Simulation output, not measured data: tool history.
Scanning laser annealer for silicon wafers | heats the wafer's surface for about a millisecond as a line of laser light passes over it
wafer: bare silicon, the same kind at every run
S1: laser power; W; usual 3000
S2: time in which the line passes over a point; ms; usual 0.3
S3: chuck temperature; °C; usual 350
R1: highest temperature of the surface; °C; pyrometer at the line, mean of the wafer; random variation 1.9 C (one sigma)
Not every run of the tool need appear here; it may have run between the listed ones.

run	day	S1	S2	S3	R1
1	0	3000	0.3	350	1096
2	1.083	3000	0.3	350	1095
3	2.521	3000	0.25	350	1020
4	3.246	3000	0.25	350	1019
5	4.267	3000	0.25	350	1019
6	5.104	3000	0.3	327	1069
7	6.354	3000	0.3	327	1068
8	7.621	2603	0.3	350	975
9	8.929	3109	0.275	350	1083
# day 9.55: optics aligned, line set to its width
10	10.304	3035	0.249	350	1026
11	11.104	3035	0.249	350	1027
12	12.167	3000	0.358	383	1204

3 ways to go on from here, each from the tool as it stands after run 12. What would each give?
A	13.292	3223	0.358	381	?
B	13.292	3000	0.325	364	?
C	13.292	3206	0.331	314	?

run	R1
A	1276
B	1141
C	1161
Without the tool's hidden state the same runs would have given:
run	R1
A	1290
B	1153
C	1174
